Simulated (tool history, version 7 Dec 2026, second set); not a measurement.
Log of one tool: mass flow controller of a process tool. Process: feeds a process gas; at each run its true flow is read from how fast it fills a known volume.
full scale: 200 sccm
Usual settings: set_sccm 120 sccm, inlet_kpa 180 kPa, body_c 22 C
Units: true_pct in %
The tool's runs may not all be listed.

run,hour,set_sccm,inlet_kpa,body_c,true_pct
1,0,120,180,22,98.14
2,47.8,120,180,22,98.12
3,84.9,120,180,22,98.22
4,168.3,120,180,22,98.17
5,243.3,120,180,22,98.15
6,319.1,120,180,28,98.31
7,382.2,120,180,28,98.2
8,460.4,120,180,22,98.07
9,511.8,120,180,22,98.01
10,575.5,41,180,22,96.24
11,610.7,41,180,22,96.24
12,651.5,41,165,22,96.29
13,699.7,120,255,22,97.5
14,745.4,84,180,22,97.4
15,788.2,120,180,32,98.22
16,859.6,120,180,32,98.32
17,932,120,180,32,98.11
18,976,120,180,32,98.08
19,1026.2,34,180,32,95.94
20,1076.1,120,180,26,97.79
21,1154.9,120,180,21,97.59
22,1203.6,120,180,21,97.64
23,1256.5,120,180,39,98.33
24,1291.4,120,180,22,97.63
25,1359.6,130,233,22,97.47
26,1410.2,130,233,22,97.37
27,1473.4,130,233,22,97.36
28,1535.4,130,233,22,97.32
29,1612,97,158,22,97.09
30,1655.7,97,158,22,97.08
31,1716.2,61,195,21,95.98
32,1752.8,169,195,33,98.32
33,1827.2,169,195,33,98.33
34,1896.6,154,263,33,97.69
35,1964.6,154,263,33,97.68

Forecast run 36:
36,2032.9,154,259,20,?

true_pct: 97.12 %
Without the tool's hidden state the same run would have given true_pct 99.16 %.
